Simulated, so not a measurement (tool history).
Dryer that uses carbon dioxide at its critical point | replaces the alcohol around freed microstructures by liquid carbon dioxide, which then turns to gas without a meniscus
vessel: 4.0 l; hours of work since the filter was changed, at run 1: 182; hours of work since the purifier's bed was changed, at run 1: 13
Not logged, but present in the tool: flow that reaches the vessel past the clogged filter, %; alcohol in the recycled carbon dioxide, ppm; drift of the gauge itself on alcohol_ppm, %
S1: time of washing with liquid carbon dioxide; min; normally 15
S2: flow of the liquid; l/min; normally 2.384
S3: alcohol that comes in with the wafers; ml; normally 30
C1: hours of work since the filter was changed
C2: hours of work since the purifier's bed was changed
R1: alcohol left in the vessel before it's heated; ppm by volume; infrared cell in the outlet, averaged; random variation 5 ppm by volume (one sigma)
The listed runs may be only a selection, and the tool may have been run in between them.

| run | hour | S1 | S2 | S3 | C1 | C2 | R1 |
|---|---|---|---|---|---|---|---|
| 1 | 0 | 15 | 2.384 | 30 | 182 | 13 | 17 |
| 2 | 7.4 | 15 | 2.384 | 30 | 187 | 18 | 9 |
| 3 | 21.7 | 15 | 2.384 | 30 | 197 | 28 | 20 |
| 4 | 37.5 | 15 | 2.384 | 30 | 207 | 38 | 9 |
| 5 | 54.2 | 15 | 2.384 | 30 | 219 | 49 | 18 |
| 6 | 62.7 | 15 | 2.384 | 30 | 224 | 55 | 20 |
| 7 | 74.7 | 15 | 2.384 | 30 | 232 | 63 | 15 |
| 8 | 90.2 | 15 | 2.384 | 30 | 243 | 74 | 8 |
| 9 | 101 | 15 | 2.384 | 30 | 250 | 81 | 13 |
| 10 | 109.5 | 15 | 2.384 | 30 | 256 | 87 | 7 |
| 11 | 121.7 | 15 | 2.384 | 30 | 264 | 95 | 13 |
| 12 | 137.2 | 15 | 2.384 | 30 | 274 | 105 | 21 |
| 13 | 154.1 | 15 | 2.384 | 26 | 286 | 117 | 14 |
| 14 | 163.8 | 15 | 2.384 | 26 | 292 | 123 | 18 |
| 15 | 173.6 | 15 | 2.384 | 30 | 299 | 130 | 15 |
| 16 | 189.4 | 15 | 2.384 | 30 | 310 | 141 | 21 |
| 17 | 200.1 | 15 | 2.384 | 30 | 317 | 148 | 21 |
| 18 | 208.7 | 15 | 2.384 | 30 | 323 | 154 | 24 |
| 19 | 217.4 | 15 | 2.23 | 30 | 328 | 159 | 23 |
| 20 | 228.4 | 15 | 1.87 | 30 | 336 | 167 | 30 |
| 21 | 242.9 | 15 | 1.87 | 30 | 346 | 177 | 36 |
| 22 | 251.6 | 15 | 1.87 | 30 | 351 | 182 | 35 |
| 23 | 265.5 | 15 | 1.87 | 30 | 361 | 192 | 40 |
| 24 | 275.7 | 16 | 1.44 | 53 | 368 | 199 | 115 |
| 25 | 290 | 16 | 1.44 | 53 | 377 | 208 | 136 |
| 26 | 297.2 | 16 | 3.89 | 53 | 382 | 213 | 21 |
| 27 | 309.2 | 16 | 3.89 | 53 | 390 | 221 | 14 |
| 28 | 318.8 | 12 | 1.71 | 43 | 397 | 228 | 177 |
|  | 325.7 | inlet filter changed |
| 29 | 332.7 | 12 | 1.71 | 59 | 5 | 236 | 139 |
| 30 | 346.7 | 12 | 1.71 | 59 | 14 | 246 | 145 |
| 31 | 357.9 | 12 | 1.71 | 59 | 22 | 253 | 151 |
| 32 | 365.1 | 12 | 1.71 | 59 | 27 | 258 | 165 |
| 33 | 373.9 | 16 | 1.71 | 46 | 32 | 264 | 46 |
| 34 | 390.6 | 16 | 1.71 | 46 | 44 | 275 | 46 |
| 35 | 398.9 | 15 | 1.44 | 36 | 49 | 281 | 86 |
| 36 | 407.6 | 15 | 1.44 | 25 | 55 | 287 | 66 |
| 37 | 417.1 | 9 | 3.44 | 25 | 62 | 293 | 30 |
| 38 | 427.5 | 9 | 2.48 | 30 | 69 | 300 | 63 |
| 39 | 438.2 | 9 | 2.48 | 75 | 76 | 308 | 152 |
| 40 | 449 | 16 | 2.88 | 43 | 83 | 315 | 30 |
| 41 | 457.4 | 10 | 4 | 76 | 89 | 320 | 22 |
| 42 | 464.6 | 15 | 1.62 | 28 | 94 | 325 | 51 |
| 43 | 471.5 | 11 | 1.63 | 95 | 98 | 330 | 423 |
| 44 | 478.8 | 12 | 1.78 | 59 | 103 | 335 | 145 |

Each row is a separate what-if for the run after 44, all from the same tool condition, not one after another. Results?
| A | 491.9 | 11 | 1.87 | 28 | 112 | 344 | ? |
| B | 491.9 | 15 | 2.63 | 59 | 112 | 344 | ? |
| C | 491.9 | 12 | 1.58 | 83 | 112 | 344 | ? |

| run | R1 |
|---|---|
| A | 86 |
| B | 27 |
| C | 315 |
Had the tool no hidden state, the same runs would have come out as:
| run | R1 |
|---|---|
| A | 54 |
| B | 4 |
| C | 257 |
